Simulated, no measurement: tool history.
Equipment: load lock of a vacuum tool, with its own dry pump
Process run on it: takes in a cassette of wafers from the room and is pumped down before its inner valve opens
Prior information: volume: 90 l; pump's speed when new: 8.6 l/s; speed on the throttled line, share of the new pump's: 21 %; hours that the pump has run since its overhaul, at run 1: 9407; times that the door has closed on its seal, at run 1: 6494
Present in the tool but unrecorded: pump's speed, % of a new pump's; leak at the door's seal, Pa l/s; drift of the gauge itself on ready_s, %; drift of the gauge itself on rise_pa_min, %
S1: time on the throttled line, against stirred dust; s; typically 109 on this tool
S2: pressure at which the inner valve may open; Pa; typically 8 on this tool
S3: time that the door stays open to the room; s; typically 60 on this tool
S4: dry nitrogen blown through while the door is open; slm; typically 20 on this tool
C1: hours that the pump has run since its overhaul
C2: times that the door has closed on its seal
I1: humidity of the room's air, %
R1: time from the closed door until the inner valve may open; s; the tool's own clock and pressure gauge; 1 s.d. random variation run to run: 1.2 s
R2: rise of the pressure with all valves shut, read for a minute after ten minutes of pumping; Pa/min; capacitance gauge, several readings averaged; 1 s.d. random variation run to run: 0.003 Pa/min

run 1 hour=0.0 | S1=109 S2=8 S3=60 S4=20 | C1=9407 C2=6494 | I1=48.7 | R1=195.6 R2=0.079
run 2 hour=425.2 | S1=109 S2=8 S3=60 S4=20 | C1=9832 C2=8180 | I1=42.5 | R1=198.2 R2=0.096
run 3 hour=890.7 | S1=109 S2=8 S3=60 S4=20 | C1=10298 C2=10026 | I1=45.4 | R1=197.5 R2=0.110
run 4 hour=1289.8 | S1=109 S2=8 S3=60 S4=20 | C1=10697 C2=11608 | I1=45.8 | R1=199.4 R2=0.132
run 5 hour=1699.9 | S1=109 S2=8 S3=60 S4=20 | C1=11107 C2=13234 | I1=48.4 | R1=198.7 R2=0.151
run 6 hour=1968.1 | S1=109 S2=12 S3=60 S4=20 | C1=11375 C2=14298 | I1=42.6 | R1=194.4 R2=0.175
run 7 hour=2421.1 | S1=109 S2=8 S3=69 S4=20 | C1=11828 C2=16094 | I1=44.4 | R1=199.2 R2=0.190
run 8 hour=2840.7 | S1=109 S2=9 S3=69 S4=20 | C1=12248 C2=17758 | I1=44.9 | R1=197.5 R2=0.217
run 9 hour=3088.8 | S1=109 S2=8 S3=60 S4=20 | C1=12496 C2=18741 | I1=41.8 | R1=201.0 R2=0.229
run 10 hour=3503.8 | S1=109 S2=8 S3=60 S4=20 | C1=12911 C2=20387 | I1=44.3 | R1=202.1 R2=0.264
run 11 hour=3869.0 | S1=109 S2=8 S3=60 S4=20 | C1=13276 C2=21835 | I1=47.1 | R1=201.6 R2=0.278
run 12 hour=4326.3 | S1=109 S2=8 S3=60 S4=20 | C1=13733 C2=23648 | I1=45.7 | R1=204.1 R2=0.321
run 13 hour=4740.4 | S1=109 S2=8 S3=60 S4=20 | C1=14147 C2=25290 | I1=43.6 | R1=203.7 R2=0.352
run 14 hour=5163.4 | S1=109 S2=8 S3=60 S4=20 | C1=14570 C2=26967 | I1=47.5 | R1=204.5 R2=0.379
run 15 hour=5561.8 | S1=109 S2=8 S3=60 S4=31 | C1=14969 C2=28547 | I1=45.4 | R1=204.6 R2=0.421
run 16 hour=5792.3 | S1=109 S2=8 S3=60 S4=20 | C1=15199 C2=29461 | I1=47.6 | R1=205.5 R2=0.434
-- hour=6035.5 dry pump taken out, an overhauled one fitted
run 17 hour=6124.6 | S1=109 S2=13 S3=60 S4=20 | C1=89 C2=30755 | I1=47.2 | R1=181.6 R2=0.474
run 18 hour=6552.1 | S1=109 S2=13 S3=60 S4=22 | C1=517 C2=32450 | I1=43.4 | R1=180.4 R2=0.507
run 19 hour=7027.6 | S1=109 S2=13 S3=60 S4=22 | C1=992 C2=34335 | I1=48.5 | R1=181.1 R2=0.557
run 20 hour=7343.1 | S1=109 S2=13 S3=60 S4=4 | C1=1308 C2=35586 | I1=43.3 | R1=181.2 R2=0.626
run 21 hour=7737.8 | S1=74 S2=13 S3=60 S4=19 | C1=1702 C2=37151 | I1=43.5 | R1=156.1 R2=0.646
run 22 hour=7958.1 | S1=74 S2=13 S3=60 S4=19 | C1=1923 C2=38025 | I1=48.7 | R1=154.2 R2=0.662
-- hour=8172.5 door's seal changed, seat wiped
run 23 hour=8172.5 | S1=109 S2=7 S3=60 S4=11 | C1=2135 C2=0 | I1=45.8 | R1=189.1 R2=0.024
run 24 hour=8439.7 | S1=109 S2=7 S3=60 S4=11 | C1=2403 C2=1059 | I1=46.9 | R1=190.1 R2=0.042
run 25 hour=8650.9 | S1=118 S2=6 S3=65 S4=8 | C1=2614 C2=1897 | I1=46.8 | R1=196.5 R2=0.044
run 26 hour=8902.7 | S1=109 S2=10 S3=60 S4=20 | C1=2866 C2=2895 | I1=47.5 | R1=186.5 R2=0.032
run 27 hour=9294.8 | S1=109 S2=10 S3=60 S4=20 | C1=3258 C2=4450 | I1=46.7 | R1=187.4 R2=0.045
run 28 hour=9672.3 | S1=109 S2=10 S3=60 S4=20 | C1=3635 C2=5947 | I1=44.6 | R1=185.6 R2=0.061
run 29 hour=10001.9 | S1=109 S2=10 S3=60 S4=20 | C1=3965 C2=7253 | I1=43.9 | R1=188.6 R2=0.069
run 30 hour=10475.0 | S1=97 S2=8 S3=60 S4=20 | C1=4438 C2=9129 | I1=46.5 | R1=180.5 R2=0.087
run 31 hour=10894.0 | S1=97 S2=8 S3=60 S4=20 | C1=4857 C2=10791 | I1=46.5 | R1=180.6 R2=0.102
run 32 hour=11388.1 | S1=73 S2=8 S3=60 S4=20 | C1=5351 C2=12750 | I1=43.0 | R1=163.3 R2=0.131
run 33 hour=11805.1 | S1=109 S2=8 S3=60 S4=17 | C1=5768 C2=14403 | I1=44.8 | R1=192.1 R2=0.159
run 34 hour=12144.1 | S1=185 S2=8 S3=60 S4=8 | C1=6107 C2=15748 | I1=42.1 | R1=250.9 R2=0.187
run 35 hour=12503.6 | S1=185 S2=8 S3=60 S4=8 | C1=6467 C2=17173 | I1=44.3 | R1=249.9 R2=0.207
run 36 hour=12986.1 | S1=185 S2=8 S3=60 S4=8 | C1=6949 C2=19086 | I1=45.5 | R1=253.5 R2=0.245

Subtracting, for every run, the result it would have given without the tool's unlogged condition from the measured result gives the following. The same run-to-run variation enters both numbers; the gauge's scatter may not:
run=1 R1=+11.1 R2=+0.056
run=2 R1=+11.8 R2=+0.073
run=3 R1=+12.4 R2=+0.091
run=4 R1=+13.1 R2=+0.111
run=5 R1=+13.6 R2=+0.131
run=6 R1=+13.2 R2=+0.149
run=7 R1=+14.6 R2=+0.170
run=8 R1=+14.9 R2=+0.195
run=9 R1=+15.6 R2=+0.210
run=10 R1=+16.3 R2=+0.241
run=11 R1=+16.7 R2=+0.263
run=12 R1=+17.6 R2=+0.291
run=13 R1=+18.3 R2=+0.326
run=14 R1=+18.9 R2=+0.362
run=15 R1=+19.5 R2=+0.401
run=16 R1=+20.0 R2=+0.412
run=17 R1=-0.1 R2=+0.454
run=18 R1=+0.3 R2=+0.492
run=19 R1=+0.8 R2=+0.539
run=20 R1=+1.0 R2=+0.584
run=21 R1=+1.9 R2=+0.621
run=22 R1=+2.1 R2=+0.640
run=23 R1=+2.0 R2=+0.000
run=24 R1=+2.2 R2=+0.005
run=25 R1=+2.4 R2=+0.010
run=26 R1=+2.6 R2=+0.016
run=27 R1=+3.0 R2=+0.024
run=28 R1=+3.4 R2=+0.036
run=29 R1=+3.8 R2=+0.049
run=30 R1=+4.6 R2=+0.067
run=31 R1=+5.1 R2=+0.087
run=32 R1=+6.1 R2=+0.111
run=33 R1=+6.0 R2=+0.135
run=34 R1=+5.3 R2=+0.154
run=35 R1=+5.5 R2=+0.174
run=36 R1=+6.1 R2=+0.206
